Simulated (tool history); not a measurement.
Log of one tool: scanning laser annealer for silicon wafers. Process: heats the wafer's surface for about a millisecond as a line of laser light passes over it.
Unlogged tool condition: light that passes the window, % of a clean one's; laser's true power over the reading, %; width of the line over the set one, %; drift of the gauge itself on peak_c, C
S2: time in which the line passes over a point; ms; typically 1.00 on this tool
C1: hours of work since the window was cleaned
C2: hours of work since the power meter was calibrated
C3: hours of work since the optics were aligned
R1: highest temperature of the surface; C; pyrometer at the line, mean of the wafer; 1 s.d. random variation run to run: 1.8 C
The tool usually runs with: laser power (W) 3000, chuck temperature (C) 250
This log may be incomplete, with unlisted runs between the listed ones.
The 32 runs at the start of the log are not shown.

run 33 hour=340.3 | laser_power_(W)=2686 S2=0.73 chuck_temperature_(C)=276 | C1=114 C2=271 C3=1503 | R1=839
run 34 hour=349.7 | laser_power_(W)=3000 S2=1.00 chuck_temperature_(C)=248 | C1=120 C2=278 C3=1509 | R1=1010
run 35 hour=362.6 | laser_power_(W)=3122 S2=1.00 chuck_temperature_(C)=250 | C1=130 C2=287 C3=1518 | R1=1053
run 36 hour=371.3 | laser_power_(W)=3122 S2=1.00 chuck_temperature_(C)=250 | C1=136 C2=293 C3=1525 | R1=1052
run 37 hour=378.9 | laser_power_(W)=3122 S2=1.00 chuck_temperature_(C)=250 | C1=141 C2=299 C3=1530 | R1=1053
run 38 hour=385.2 | laser_power_(W)=3122 S2=1.23 chuck_temperature_(C)=211 | C1=146 C2=303 C3=1534 | R1=1105
run 39 hour=392.8 | laser_power_(W)=3122 S2=1.23 chuck_temperature_(C)=211 | C1=151 C2=309 C3=1540 | R1=1105
run 40 hour=403.9 | laser_power_(W)=3000 S2=0.86 chuck_temperature_(C)=229 | C1=159 C2=316 C3=1548 | R1=933
run 41 hour=416.8 | laser_power_(W)=3000 S2=0.86 chuck_temperature_(C)=229 | C1=168 C2=326 C3=1557 | R1=927

Consider 3 possible next runs. They are alternatives, not a sequence: every one starts from the tool as it was left by run 41. What does each give?
run A hour=423.1 | laser_power_(W)=3074 S2=1.12 chuck_temperature_(C)=239 | C1=173 C2=330 C3=1561 | R1=?
run B hour=423.1 | laser_power_(W)=3065 S2=1.00 chuck_temperature_(C)=260 | C1=173 C2=330 C3=1561 | R1=?
run C hour=423.1 | laser_power_(W)=2917 S2=0.93 chuck_temperature_(C)=217 | C1=173 C2=330 C3=1561 | R1=?

run=A R1=1072
run=B R1=1042
run=C R1=920
Without the tool's hidden state the same runs would have given:
run=A R1=1101
run=B R1=1069
run=C R1=944
